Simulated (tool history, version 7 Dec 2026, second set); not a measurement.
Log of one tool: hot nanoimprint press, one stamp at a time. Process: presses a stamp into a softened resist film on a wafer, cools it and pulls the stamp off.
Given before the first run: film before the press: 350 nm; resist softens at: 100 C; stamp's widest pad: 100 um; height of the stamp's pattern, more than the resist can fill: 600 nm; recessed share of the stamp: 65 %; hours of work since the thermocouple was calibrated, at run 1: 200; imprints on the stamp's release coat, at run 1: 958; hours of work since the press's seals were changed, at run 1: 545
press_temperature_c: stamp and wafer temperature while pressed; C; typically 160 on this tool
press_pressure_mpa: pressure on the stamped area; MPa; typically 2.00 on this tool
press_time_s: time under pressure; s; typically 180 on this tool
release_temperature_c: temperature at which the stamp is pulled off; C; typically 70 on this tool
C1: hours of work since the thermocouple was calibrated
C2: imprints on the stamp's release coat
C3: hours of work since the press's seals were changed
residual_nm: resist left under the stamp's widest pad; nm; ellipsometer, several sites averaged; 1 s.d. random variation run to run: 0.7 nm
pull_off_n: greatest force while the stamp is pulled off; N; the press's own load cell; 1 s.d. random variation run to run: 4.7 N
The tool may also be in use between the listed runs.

run 1 hour=0.0 | press_temperature_c=160 press_pressure_mpa=2.00 press_time_s=180 release_temperature_c=70 | C1=200 C2=958 C3=545 | residual_nm=176.2 pull_off_n=290
-- hour=30.6 stamp cleaned and given a new release coat
run 2 hour=94.1 | press_temperature_c=160 press_pressure_mpa=2.00 press_time_s=180 release_temperature_c=70 | C1=256 C2=194 C3=602 | residual_nm=176.6 pull_off_n=227
-- hour=120.9 press's hydraulic seals changed and the load cell set to zero
run 3 hour=157.1 | press_temperature_c=160 press_pressure_mpa=2.00 press_time_s=180 release_temperature_c=70 | C1=291 C2=362 C3=23 | residual_nm=170.4 pull_off_n=245
-- hour=172.0 plate thermocouple calibrated
run 4 hour=230.5 | press_temperature_c=160 press_pressure_mpa=2.00 press_time_s=180 release_temperature_c=57 | C1=37 C2=578 C3=68 | residual_nm=162.6 pull_off_n=301
run 5 hour=280.5 | press_temperature_c=160 press_pressure_mpa=2.00 press_time_s=180 release_temperature_c=57 | C1=69 C2=731 C3=100 | residual_nm=162.6 pull_off_n=327
run 6 hour=369.8 | press_temperature_c=160 press_pressure_mpa=2.00 press_time_s=180 release_temperature_c=57 | C1=126 C2=1004 C3=157 | residual_nm=162.9 pull_off_n=347
-- hour=381.9 stamp cleaned and given a new release coat
run 7 hour=428.1 | press_temperature_c=160 press_pressure_mpa=2.00 press_time_s=180 release_temperature_c=57 | C1=159 C2=141 C3=190 | residual_nm=161.5 pull_off_n=262
-- hour=463.8 plate thermocouple calibrated, once more
run 8 hour=499.4 | press_temperature_c=160 press_pressure_mpa=2.00 press_time_s=180 release_temperature_c=70 | C1=23 C2=350 C3=234 | residual_nm=179.2 pull_off_n=241
run 9 hour=539.6 | press_temperature_c=154 press_pressure_mpa=2.00 press_time_s=180 release_temperature_c=70 | C1=48 C2=473 C3=259 | residual_nm=221.3 pull_off_n=256
run 10 hour=607.7 | press_temperature_c=154 press_pressure_mpa=2.00 press_time_s=180 release_temperature_c=70 | C1=92 C2=681 C3=302 | residual_nm=221.3 pull_off_n=255
run 11 hour=667.8 | press_temperature_c=160 press_pressure_mpa=2.00 press_time_s=180 release_temperature_c=74 | C1=130 C2=865 C3=341 | residual_nm=175.9 pull_off_n=255
-- hour=725.7 stamp cleaned and given a new release coat
run 12 hour=760.1 | press_temperature_c=160 press_pressure_mpa=2.00 press_time_s=180 release_temperature_c=74 | C1=185 C2=105 C3=396 | residual_nm=175.4 pull_off_n=213
run 13 hour=810.2 | press_temperature_c=160 press_pressure_mpa=2.00 press_time_s=180 release_temperature_c=74 | C1=217 C2=259 C3=428 | residual_nm=174.3 pull_off_n=229
run 14 hour=865.0 | press_temperature_c=160 press_pressure_mpa=2.00 press_time_s=180 release_temperature_c=74 | C1=252 C2=426 C3=463 | residual_nm=174.1 pull_off_n=236
run 15 hour=924.2 | press_temperature_c=160 press_pressure_mpa=2.00 press_time_s=180 release_temperature_c=70 | C1=289 C2=607 C3=500 | residual_nm=171.9 pull_off_n=257
-- hour=943.0 plate thermocouple calibrated
run 16 hour=1001.1 | press_temperature_c=160 press_pressure_mpa=2.00 press_time_s=180 release_temperature_c=70 | C1=37 C2=833 C3=547 | residual_nm=179.2 pull_off_n=285
run 17 hour=1048.8 | press_temperature_c=168 press_pressure_mpa=1.42 press_time_s=180 release_temperature_c=70 | C1=67 C2=980 C3=578 | residual_nm=155.7 pull_off_n=285
-- hour=1069.9 stamp cleaned and given a new release coat
-- hour=1120.8 press's hydraulic seals changed and the load cell set to zero
run 18 hour=1126.7 | press_temperature_c=160 press_pressure_mpa=2.00 press_time_s=180 release_temperature_c=56 | C1=108 C2=149 C3=4 | residual_nm=174.1 pull_off_n=294
run 19 hour=1177.1 | press_temperature_c=172 press_pressure_mpa=2.00 press_time_s=307 release_temperature_c=59 | C1=140 C2=303 C3=36 | residual_nm=88.2 pull_off_n=288
run 20 hour=1234.8 | press_temperature_c=155 press_pressure_mpa=2.00 press_time_s=180 release_temperature_c=70 | C1=177 C2=480 C3=73 | residual_nm=209.8 pull_off_n=252
run 21 hour=1277.8 | press_temperature_c=155 press_pressure_mpa=2.00 press_time_s=180 release_temperature_c=70 | C1=204 C2=611 C3=100 | residual_nm=207.8 pull_off_n=258
run 22 hour=1324.2 | press_temperature_c=169 press_pressure_mpa=2.76 press_time_s=198 release_temperature_c=70 | C1=234 C2=753 C3=130 | residual_nm=100.0 pull_off_n=276
run 23 hour=1404.7 | press_temperature_c=161 press_pressure_mpa=2.00 press_time_s=180 release_temperature_c=76 | C1=285 C2=1000 C3=181 | residual_nm=164.2 pull_off_n=256
-- hour=1418.7 stamp cleaned and given a new release coat
-- hour=1433.8 plate thermocouple calibrated
run 24 hour=1494.7 | press_temperature_c=164 press_pressure_mpa=1.28 press_time_s=103 release_temperature_c=61 | C1=39 C2=223 C3=233 | residual_nm=222.5 pull_off_n=266
run 25 hour=1541.9 | press_temperature_c=169 press_pressure_mpa=1.56 press_time_s=180 release_temperature_c=73 | C1=69 C2=368 C3=263 | residual_nm=142.5 pull_off_n=230
run 26 hour=1636.0 | press_temperature_c=168 press_pressure_mpa=2.00 press_time_s=124 release_temperature_c=70 | C1=129 C2=656 C3=323 | residual_nm=151.4 pull_off_n=259
run 27 hour=1715.0 | press_temperature_c=160 press_pressure_mpa=2.36 press_time_s=207 release_temperature_c=70 | C1=179 C2=897 C3=373 | residual_nm=156.8 pull_off_n=278
-- hour=1761.4 stamp cleaned and given a new release coat
run 28 hour=1764.0 | press_temperature_c=149 press_pressure_mpa=2.41 press_time_s=207 release_temperature_c=70 | C1=207 C2=8 C3=400 | residual_nm=235.2 pull_off_n=225
run 29 hour=1827.9 | press_temperature_c=149 press_pressure_mpa=2.41 press_time_s=207 release_temperature_c=70 | C1=247 C2=204 C3=441 | residual_nm=233.5 pull_off_n=237

Here are 4 independent what-if runs from the current tool condition. What would each one return?
run A hour=1890.6 | press_temperature_c=149 press_pressure_mpa=2.75 press_time_s=180 release_temperature_c=57 | C1=287 C2=396 C3=481 | residual_nm=? pull_off_n=?
run B hour=1890.6 | press_temperature_c=149 press_pressure_mpa=1.87 press_time_s=207 release_temperature_c=70 | C1=287 C2=396 C3=481 | residual_nm=? pull_off_n=?
run C hour=1890.6 | press_temperature_c=166 press_pressure_mpa=2.41 press_time_s=207 release_temperature_c=70 | C1=287 C2=396 C3=481 | residual_nm=? pull_off_n=?
run D hour=1890.6 | press_temperature_c=149 press_pressure_mpa=2.41 press_time_s=207 release_temperature_c=67 | C1=287 C2=396 C3=481 | residual_nm=? pull_off_n=?

run=A residual_nm=230.4 pull_off_n=293
run=B residual_nm=250.7 pull_off_n=244
run=C residual_nm=120.2 pull_off_n=246
run=D residual_nm=231.3 pull_off_n=268
Without the tool's unlogged condition, the same runs would have read:
run=A residual_nm=235.9 pull_off_n=269
run=B residual_nm=257.3 pull_off_n=225
run=C residual_nm=123.0 pull_off_n=226
run=D residual_nm=237.4 pull_off_n=247
